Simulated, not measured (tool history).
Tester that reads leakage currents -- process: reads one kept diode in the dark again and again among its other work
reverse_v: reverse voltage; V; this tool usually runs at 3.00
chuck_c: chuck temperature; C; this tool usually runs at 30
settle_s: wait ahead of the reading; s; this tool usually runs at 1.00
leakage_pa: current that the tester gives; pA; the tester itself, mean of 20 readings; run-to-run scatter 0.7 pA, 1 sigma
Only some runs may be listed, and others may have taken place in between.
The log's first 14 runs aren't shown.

| run | day | reverse_v | chuck_c | settle_s | hours of work since the probe card was cleaned | hours of work since the tester was calibrated | hours of work since the chuck was calibrated | leakage_pa |
|---|---|---|---|---|---|---|---|---|
| 15 | 45.088 | 2.05 | 30 | 1.00 | 434 | 2977 | 199 | 199.58 |
| 16 | 47.867 | 2.05 | 30 | 1.00 | 487 | 3030 | 252 | 200.16 |
| 17 | 50.775 | 2.05 | 30 | 1.00 | 543 | 3086 | 308 | 197.79 |
| 18 | 54.679 | 8.77 | 30 | 1.00 | 618 | 3160 | 383 | 354.35 |
| 19 | 58.383 | 8.77 | 30 | 1.00 | 689 | 3231 | 454 | 356.14 |
| 20 | 60.775 | 8.28 | 58 | 0.77 | 735 | 3277 | 499 | 3376.82 |
| 21 | 63.325 | 1.68 | 43 | 0.53 | 784 | 3326 | 548 | 553.85 |
| 22 | 66.417 | 18.15 | 59 | 3.09 | 843 | 3385 | 608 | 4913.00 |
| 23 | 69.942 | 18.15 | 59 | 3.09 | 910 | 3453 | 675 | 4930.59 |
| 24 | 72.288 | 3.60 | 58 | 2.65 | 955 | 3498 | 720 | 2412.45 |
|  | 72.608 | tester calibrated |
| 25 | 75.196 | 3.60 | 58 | 2.65 | 1010 | 50 | 774 | 2390.11 |
| 26 | 79.321 | 3.00 | 43 | 6.03 | 1089 | 129 | 853 | 686.29 |
| 27 | 83.833 | 3.00 | 43 | 6.03 | 1175 | 215 | 940 | 686.69 |
| 28 | 86.650 | 3.00 | 43 | 6.03 | 1229 | 269 | 994 | 684.23 |
| 29 | 88.779 | 10.25 | 26 | 0.55 | 1270 | 310 | 1034 | 265.40 |
|  | 90.946 | tester calibrated, once more |
| 30 | 91.775 | 7.58 | 46 | 0.48 | 1326 | 16 | 1090 | 1284.43 |
| 31 | 96.229 | 7.58 | 46 | 0.48 | 1411 | 101 | 1176 | 1275.16 |
| 32 | 99.133 | 7.58 | 46 | 0.48 | 1467 | 157 | 1231 | 1273.79 |
| 33 | 102.958 | 7.58 | 46 | 0.48 | 1540 | 230 | 1305 | 1268.93 |
| 34 | 106.596 | 7.58 | 46 | 0.48 | 1610 | 300 | 1374 | 1274.65 |
| 35 | 110.792 | 3.00 | 41 | 1.04 | 1690 | 380 | 1455 | 581.56 |
|  | 112.054 | chuck's temperature calibrated |
| 36 | 115.300 | 3.00 | 55 | 1.05 | 1775 | 465 | 62 | 1849.51 |
|  | 116.042 | probe card cleaned and baked |
| 37 | 118.012 | 7.78 | 30 | 1.00 | 38 | 515 | 112 | 342.60 |
| 38 | 122.562 | 6.87 | 49 | 1.00 | 125 | 602 | 199 | 1601.57 |

What if the next run were any one of these 3? Each begins from the tool's condition after run 38:
| A | 124.758 | 12.42 | 49 | 1.00 | 167 | 644 | 241 | ? |
| B | 124.758 | 6.99 | 26 | 2.38 | 167 | 644 | 241 | ? |
| C | 124.758 | 3.00 | 51 | 1.38 | 167 | 644 | 241 | ? |

| run | leakage_pa |
|---|---|
| A | 2018.97 |
| B | 225.53 |
| C | 1348.31 |
Without the tool's hidden state the same runs would have given:
| run | leakage_pa |
|---|---|
| A | 2020.77 |
| B | 224.95 |
| C | 1350.30 |
